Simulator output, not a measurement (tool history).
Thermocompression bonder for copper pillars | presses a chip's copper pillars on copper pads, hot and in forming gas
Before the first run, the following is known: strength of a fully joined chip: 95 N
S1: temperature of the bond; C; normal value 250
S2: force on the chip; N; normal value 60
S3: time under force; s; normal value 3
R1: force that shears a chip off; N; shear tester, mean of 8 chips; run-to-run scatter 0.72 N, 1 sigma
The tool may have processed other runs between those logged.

run    hour   S1  S2  S3    R1
  1       0  250  60   3  50.5
  2    46.6  250  88   3  65.8
  3    88.6  250  88   3  63.5
  4     146  250  88   3  63.4
  5   189.4  250  39   3  32.9
  6   219.5  250  39   3  32.7
  7   271.2  250  39   3  31.7
  8   332.3  250  39   3  31.1
  9   399.9  250  39   3  35.3
 10   432.3  250  39   3  33.7
 11   493.8  250  39   3    33
 12   553.5  250  60   7  64.3
 13   604.5  250  60   3  49.8
 14     671  250  60   3  49.5
 15   726.4  250  60   3    48
 16   755.3  250  60   3  47.7
 17   822.8  250  60   3  53.1
 18   880.1  232  60   3  43.4
 19   920.6  232  78   7  66.4
 20   979.2  249  69   3  55.8
 21  1039.5  249  69   3  54.8
 22  1102.8  264  42   4    46
 23  1146.8  264  42   4  46.1
 24  1181.2  222  68   2  33.1
 25  1212.3  237  66   5  51.9
 26  1257.2  250  65   3  55.4
 27  1324.5  250  65   3  50.6
 28  1386.1  277  39   4  47.7
 29  1424.4  250  60   8  61.8
 30  1483.4  250  68   3  50.4
 31  1551.8  227  36   8  30.3
 32  1611.4  250  60   2  37.1
 33  1664.2  277  79   2  66.3
 34    1721  250  77   3  57.6
 35  1763.9  262  60   3  51.4

Withheld: 7 entries from between the runs. Position of each, and hidden state at the listed run before versus the listed run after:
Run 8 -> run 9: forming gas filter changed (hour 399.9)
  true temperature of the bond over the reading, C: -6.5 -> -6.9; force that reaches the chip, % of what is set: 105.9 -> 106.1; oxide that the forming gas leaves, % of the face: 10.48 -> 0.64
  measured result minus the result with no hidden state, R1: -4.4 -> -1 N
Run 11 -> run 12: heater calibrated with a thermocouple chip (hour 546.2)
  true temperature of the bond over the reading, C: -7.4 -> -0.6; force that reaches the chip, % of what is set: 106.3 -> 106.5; oxide that the forming gas leaves, % of the face: 3.48 -> 5.24
  measured result minus the result with no hidden state, R1: -2.1 -> -1 N
Run 16 -> run 17: forming gas filter changed (hour 811.4)
  true temperature of the bond over the reading, C: -1.8 -> -2.2; force that reaches the chip, % of what is set: 107 -> 107.2; oxide that the forming gas leaves, % of the face: 11.06 -> 0.91
  measured result minus the result with no hidden state, R1: -3.9 -> +1.5 N
Run 22 -> run 23: force cell calibrated (hour 1109.7)
  true temperature of the bond over the reading, C: -3.8 -> -4.1; force that reaches the chip, % of what is set: 108 -> 111.6; oxide that the forming gas leaves, % of the face: 8.91 -> 10.14
  measured result minus the result with no hidden state, R1: -3 -> -2.6 N
Run 25 -> run 26: forming gas filter changed (hour 1225.5)
  true temperature of the bond over the reading, C: -4.5 -> -4.8; force that reaches the chip, % of what is set: 111.8 -> 111.9; oxide that the forming gas leaves, % of the face: 12.05 -> 1.54
  measured result minus the result with no hidden state, R1: -4.8 -> +1.5 N
Run 26 -> run 27: force cell calibrated, once more (hour 1319.3)
  true temperature of the bond over the reading, C: -4.8 -> -5.2; force that reaches the chip, % of what is set: 111.9 -> 100.3; oxide that the forming gas leaves, % of the face: 1.54 -> 3.32
  measured result minus the result with no hidden state, R1: +1.5 -> -4.1 N
Run 32 -> run 33: forming gas filter changed (hour 1639.7)
  true temperature of the bond over the reading, C: -6.9 -> -7.2; force that reaches the chip, % of what is set: 101.1 -> 101.2; oxide that the forming gas leaves, % of the face: 11.76 -> 1.26
  measured result minus the result with no hidden state, R1: -7.6 -> -3.5 N
